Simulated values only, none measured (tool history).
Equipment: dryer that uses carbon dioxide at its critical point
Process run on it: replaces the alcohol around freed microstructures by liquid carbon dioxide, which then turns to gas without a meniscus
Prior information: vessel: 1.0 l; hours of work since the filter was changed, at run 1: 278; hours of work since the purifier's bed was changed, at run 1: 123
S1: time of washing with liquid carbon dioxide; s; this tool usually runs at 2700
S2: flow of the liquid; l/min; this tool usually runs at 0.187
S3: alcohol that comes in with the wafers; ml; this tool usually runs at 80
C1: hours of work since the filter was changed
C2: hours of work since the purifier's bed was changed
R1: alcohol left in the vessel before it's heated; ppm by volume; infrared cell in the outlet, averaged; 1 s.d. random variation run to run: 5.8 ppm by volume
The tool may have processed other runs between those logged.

run	day	S1	S2	S3	C1	C2	R1
1	0.000	2700	0.187	80	278	123	332
2	0.404	2700	0.187	80	284	129	344
3	0.621	2700	0.187	80	287	132	330
4	0.800	1800	0.187	80	290	134	2019
5	1.038	1800	0.187	80	293	138	1941
6	1.454	1800	0.187	80	299	144	2036
7	1.700	1800	0.187	80	303	147	1990
8	2.000	2700	0.187	80	307	151	348
9	2.183	2700	0.187	80	310	154	343
10	2.558	4140	0.187	80	315	159	66
11	2.779	4140	0.187	80	318	162	60
12	3.117	4140	0.187	80	323	167	57
13	3.321	2700	0.187	80	326	170	362
14	3.512	2700	0.187	80	329	173	349
15	3.838	2520	0.187	80	333	178	494
16	4.012	2520	0.187	80	336	180	502
17	4.242	2520	0.187	80	339	183	501
18	4.662	2700	0.187	61	345	189	303
19	4.892	2700	0.187	61	348	193	303
20	5.079	4200	0.173	23	351	195	54
21	5.458	4020	0.148	37	356	201	111
22	5.800	4020	0.148	37	361	206	120
23	6.117	3240	0.283	80	366	210	58
24	6.508	2940	0.187	73	371	216	241
25	6.754	2280	0.187	80	375	219	835
26	6.967	2700	0.213	75	378	222	201
27	7.279	2700	0.213	75	382	227	208
28	7.704	2700	0.213	75	389	233	199
29	8.096	2880	0.119	119	394	238	3473
30	8.392	2880	0.119	119	398	243	3419
31	8.738	3360	0.180	79	403	248	192
32	9.096	2700	0.231	36	408	253	110
33	9.329	2700	0.231	36	412	256	115
34	9.596	4140	0.231	29	416	260	68
35	9.796	4320	0.146	29	418	263	111
36	10.000	2940	0.192	53	421	266	195

5 options for the next run, each taken on its own from the tool as it stands now. Forecast them:
A	10.412	2700	0.315	20	427	272	?
B	10.412	1740	0.191	120	427	272	?
C	10.412	2700	0.298	115	427	272	?
D	10.412	1800	0.152	53	427	272	?
E	10.412	2940	0.148	31	427	272	?

run	R1
A	74
B	3605
C	90
D	3109
E	398
With no hidden state in the tool, these same runs would have given:
run	R1
A	6
B	2337
C	13
D	2175
E	199
